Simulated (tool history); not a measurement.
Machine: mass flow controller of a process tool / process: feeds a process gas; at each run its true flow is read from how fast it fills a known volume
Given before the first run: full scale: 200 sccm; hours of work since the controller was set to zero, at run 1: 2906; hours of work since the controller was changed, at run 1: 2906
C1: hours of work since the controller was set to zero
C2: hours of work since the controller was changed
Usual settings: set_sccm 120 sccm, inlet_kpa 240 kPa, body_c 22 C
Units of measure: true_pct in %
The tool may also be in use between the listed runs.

Run 1, day 0: usual settings; C1 2906; C2 2906. Result: true_pct 99.87 %.
Run 2, day 12.433: usual settings; C1 3010; C2 3010. Result: true_pct 99.86 %.
Run 3, day 23.917: usual settings but inlet_kpa 269 kPa; C1 3106; C2 3106. Result: true_pct 99.59 %.
Run 4, day 37.9: usual settings but inlet_kpa 185 kPa; C1 3222; C2 3222. Result: true_pct 99.91 %.
Run 5, day 49.771: usual settings but set_sccm 147 sccm; C1 3321; C2 3321. Result: true_pct 99.62 %.
Run 6, day 64.3: usual settings but set_sccm 147 sccm; C1 3442; C2 3442. Result: true_pct 99.76 %.
Run 7, day 78.271: usual settings; C1 3559; C2 3559. Result: true_pct 99.66 %.
Run 8, day 85.733: usual settings but inlet_kpa 229 kPa; C1 3621; C2 3621. Result: true_pct 99.7 %.
Run 9, day 97.392: usual settings but set_sccm 30 sccm; C1 3718; C2 3718. Result: true_pct 99.44 %.
Run 10, day 103.829: usual settings but set_sccm 30 sccm; C1 3772; C2 3772. Result: true_pct 99.56 %.
Run 11, day 112.129: usual settings but set_sccm 30 sccm; C1 3841; C2 3841. Result: true_pct 99.36 %.
Run 12, day 123.021: usual settings; C1 3932; C2 3932. Result: true_pct 99.49 %.
Run 13, day 130.721: usual settings; C1 3996; C2 3996. Result: true_pct 99.55 %.
Run 14, day 143.229: usual settings but set_sccm 76 sccm, inlet_kpa 237 kPa; C1 4101; C2 4101. Result: true_pct 99.4 %.
Run 15, day 153.688: usual settings but set_sccm 76 sccm, inlet_kpa 237 kPa; C1 4188; C2 4188. Result: true_pct 99.43 %.
Run 16, day 166.788: usual settings but set_sccm 97 sccm, inlet_kpa 154 kPa, body_c 26 C; C1 4297; C2 4297. Result: true_pct 99.54 %.
Run 17, day 179.6: usual settings but set_sccm 97 sccm, inlet_kpa 154 kPa, body_c 26 C; C1 4404; C2 4404. Result: true_pct 99.55 %.
Run 18, day 189.867: usual settings but inlet_kpa 196 kPa, body_c 38 C; C1 4490; C2 4490. Result: true_pct 99.09 %.
Run 19, day 198.958: usual settings but inlet_kpa 237 kPa, body_c 38 C; C1 4565; C2 4565. Result: true_pct 98.82 %.
Run 20, day 206.192: usual settings but inlet_kpa 237 kPa, body_c 38 C; C1 4626; C2 4626. Result: true_pct 98.89 %.
Run 21, day 218.388: usual settings but set_sccm 43 sccm, inlet_kpa 211 kPa; C1 4727; C2 4727. Result: true_pct 99.16 %.
Run 22, day 225.238: usual settings but set_sccm 190 sccm, inlet_kpa 266 kPa, body_c 27 C; C1 4784; C2 4784. Result: true_pct 99.22 %.
Run 23, day 237.883: usual settings but set_sccm 39 sccm, inlet_kpa 220 kPa, body_c 36 C; C1 4890; C2 4890. Result: true_pct 98.69 %.
Run 24, day 248.1: usual settings but set_sccm 87 sccm, inlet_kpa 220 kPa, body_c 36 C; C1 4975; C2 4975. Result: true_pct 98.77 %.
Run 25, day 257.642: usual settings but set_sccm 87 sccm, inlet_kpa 220 kPa, body_c 21 C; C1 5055; C2 5055. Result: true_pct 99.28 %.
Run 26, day 268.204: usual settings but set_sccm 52 sccm, inlet_kpa 155 kPa, body_c 20 C; C1 5143; C2 5143. Result: true_pct 99.53 %.

Here are 5 independent what-if runs from the current tool condition. What would each one return?
Run A, day 275.779: usual settings but inlet_kpa 181 kPa, body_c 32 C; C1 5206; C2 5206. Result: true_pct ?.
Run B, day 275.779: usual settings but inlet_kpa 227 kPa, body_c 32 C; C1 5206; C2 5206. Result: true_pct ?.
Run C, day 275.779: usual settings but set_sccm 20 sccm, inlet_kpa 202 kPa, body_c 34 C; C1 5206; C2 5206. Result: true_pct ?.
Run D, day 275.779: usual settings but inlet_kpa 192 kPa; C1 5206; C2 5206. Result: true_pct ?.
Run E, day 275.779: usual settings but set_sccm 34 sccm, inlet_kpa 169 kPa, body_c 20 C; C1 5206; C2 5206. Result: true_pct ?.

run  true_pct
  A     98.92
  B     98.99
  C     98.63
  D     99.28
  E      99.3
With the hidden condition removed and each run's random variation left untouched, the same runs would have given:
run  true_pct
  A     99.56
  B     99.62
  C     99.29
  D     99.91
  E     99.96
